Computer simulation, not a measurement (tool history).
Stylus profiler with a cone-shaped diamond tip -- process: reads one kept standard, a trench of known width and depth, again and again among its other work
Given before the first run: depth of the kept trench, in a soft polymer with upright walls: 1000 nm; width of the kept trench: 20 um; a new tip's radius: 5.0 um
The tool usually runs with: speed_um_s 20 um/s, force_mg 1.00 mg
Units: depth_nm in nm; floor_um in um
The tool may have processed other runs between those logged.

run    hour  speed_um_s  force_mg  depth_nm  floor_um
  1     0.0          20      1.00   1001.35     11.44
  2    92.2          20      1.00   1001.66     11.26
  3   157.0           8      1.00   1000.98     11.29
  4   214.1          20      1.00   1001.45     11.17
  5   338.4          36      1.00   1001.33     10.78
  6   456.4          20      1.00   1000.87     10.76
  7   562.3          20      1.00   1000.30     10.61
  8   618.7          20      1.00   1000.37     10.54
      647.7  -- new tip fitted, height scale calibrated
  9   712.2          20      1.00   1003.84     13.81
 10   798.5          21      1.00   1003.92     13.57
 11   920.7          21      1.00   1003.84     13.36
 12   993.7          21      0.63   1002.68     13.11
 13  1083.8          21      0.63   1002.47     12.95
 14  1156.7          21      0.63   1002.53     12.84
 15  1216.7          20      1.00   1003.28     12.77
 16  1301.3          20      1.00   1002.70     12.59
 17  1408.8          20      1.00   1002.87     12.37
     1417.2  -- height scale calibrated on a step standard
 18  1496.0          20      1.00   1002.23     12.25
 19  1613.5          20      1.00   1002.56     12.05
 20  1682.3          49      1.00   1002.10     11.68
 21  1762.1          49      1.00   1002.33     11.53
 22  1877.2          49      1.00   1001.85     11.31
     1951.7  -- height scale calibrated on a step standard, once more
 23  1951.7          49      1.00   1003.76     11.22
 24  2040.1          49      1.00   1003.06     11.09
 25  2148.9          49      2.13   1005.53     11.04
 26  2263.9          31      0.83   1002.37     10.88
 27  2327.8          31      0.83   1002.97     10.75
 28  2394.6          11      0.46   1001.21     10.77
 29  2452.4          35      0.50   1001.33     10.42
 30  2571.6           5      1.08   1002.76     10.66
     2631.8  -- new tip fitted, height scale calibrated
 31  2648.8          11      0.73   1003.96     13.91
 32  2701.2          25      0.40   1002.41     13.51
 33  2772.0          14      0.46   1002.39     13.58
 34  2860.3          18      0.36   1002.11     13.30
 35  2916.3          18      0.36   1002.11     13.17
 36  3023.1          20      1.91   1005.89     13.11
 37  3077.6          20      0.54   1002.38     12.89
 38  3132.7           5      0.72   1002.46     13.00
 39  3256.7           5      0.72   1002.36     12.69
 40  3322.0          51      2.97   1007.07     12.42
 41  3437.0          48      0.60   1001.50     11.87
 42  3535.7          48      0.60   1001.79     11.67
 43  3646.1          11      1.85   1004.29     12.02
 44  3703.8          11      1.85   1004.27     11.87
 45  3768.1          11      1.85   1004.19     11.79

4 ways to go on from here, each from the tool as it stands after run 45. What would each give?
  A  3883.9          80      0.93         ?         ?
  B  3883.9          29      1.04         ?         ?
  C  3883.9          11      0.40         ?         ?
  D  3883.9          64      0.61         ?         ?

run  depth_nm  floor_um
  A   1001.58     10.97
  B   1001.99     11.40
  C   1000.15     11.50
  D   1001.06     10.91
What these runs would have given with no unlogged condition in the tool:
run  depth_nm  floor_um
  A   1003.50     13.30
  B   1003.91     13.73
  C   1002.06     13.83
  D   1002.98     13.25

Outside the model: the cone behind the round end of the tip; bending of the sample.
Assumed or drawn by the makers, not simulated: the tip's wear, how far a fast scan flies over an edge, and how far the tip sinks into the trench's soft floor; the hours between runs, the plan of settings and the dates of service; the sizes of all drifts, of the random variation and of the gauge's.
